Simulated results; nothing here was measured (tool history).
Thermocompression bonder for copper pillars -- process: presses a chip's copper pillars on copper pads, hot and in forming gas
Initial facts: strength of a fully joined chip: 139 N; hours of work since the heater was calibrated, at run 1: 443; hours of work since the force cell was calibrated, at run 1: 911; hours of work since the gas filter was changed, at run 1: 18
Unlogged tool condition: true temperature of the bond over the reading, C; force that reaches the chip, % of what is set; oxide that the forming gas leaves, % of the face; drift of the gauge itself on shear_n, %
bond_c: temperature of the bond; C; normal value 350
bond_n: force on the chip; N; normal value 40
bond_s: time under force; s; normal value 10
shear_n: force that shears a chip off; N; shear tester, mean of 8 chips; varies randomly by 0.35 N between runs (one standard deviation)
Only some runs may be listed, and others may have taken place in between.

| run | hour | bond_c | bond_n | bond_s | hours of work since the heater was calibrated | hours of work since the force cell was calibrated | hours of work since the gas filter was changed | shear_n |
|---|---|---|---|---|---|---|---|---|
| 1 | 0 | 350 | 40 | 10 | 443 | 911 | 18 | 65.9 |
|  | 36.6 | force cell calibrated |
| 2 | 53.9 | 350 | 40 | 10 | 479 | 12 | 53 | 67.7 |
| 3 | 88.9 | 350 | 40 | 10 | 503 | 36 | 77 | 66.4 |
| 4 | 127.7 | 349 | 40 | 10 | 529 | 62 | 104 | 66.2 |
| 5 | 152.7 | 349 | 40 | 10 | 546 | 79 | 121 | 65.1 |
| 6 | 185.4 | 348 | 40 | 10 | 569 | 101 | 143 | 64.5 |
| 7 | 224 | 348 | 40 | 10 | 595 | 128 | 169 | 63.3 |
| 8 | 260 | 348 | 40 | 16 | 620 | 152 | 194 | 73.7 |
| 9 | 301.8 | 348 | 40 | 16 | 648 | 181 | 222 | 72.8 |
| 10 | 327.8 | 348 | 45 | 16 | 666 | 199 | 240 | 77.9 |
|  | 378.5 | forming gas filter changed |
| 11 | 384.7 | 348 | 45 | 16 | 704 | 237 | 4 | 84.4 |
| 12 | 413.3 | 348 | 45 | 16 | 724 | 257 | 24 | 84.3 |
| 13 | 456.6 | 348 | 45 | 16 | 753 | 286 | 53 | 83.1 |
| 14 | 491.8 | 348 | 45 | 16 | 777 | 310 | 77 | 82.5 |
| 15 | 522.5 | 350 | 40 | 10 | 798 | 331 | 98 | 66.6 |
| 16 | 565.8 | 350 | 40 | 10 | 828 | 361 | 128 | 66.4 |
| 17 | 612.6 | 350 | 40 | 10 | 860 | 393 | 160 | 65.1 |
| 18 | 639.8 | 350 | 33 | 10 | 878 | 411 | 178 | 58.4 |
| 19 | 694.7 | 350 | 33 | 10 | 916 | 449 | 216 | 57.6 |
| 20 | 731.1 | 360 | 25 | 10 | 941 | 473 | 241 | 52 |
| 21 | 756.2 | 360 | 25 | 10 | 958 | 491 | 258 | 51.1 |
|  | 781.8 | forming gas filter changed |
| 22 | 786.8 | 336 | 36 | 15 | 978 | 511 | 3 | 69.4 |
| 23 | 828.1 | 336 | 36 | 15 | 1006 | 539 | 32 | 67.5 |
| 24 | 874.2 | 336 | 58 | 10 | 1038 | 571 | 63 | 75.7 |

Estimate the outcome of run 25 from the log above:
| 25 | 917.6 | 347 | 54 | 6 | 1067 | 600 | 93 | ? |

shear_n: 64.9 N
If the tool had no hidden condition, the same run with the same run-to-run variation would have returned shear_n 64.8 N.
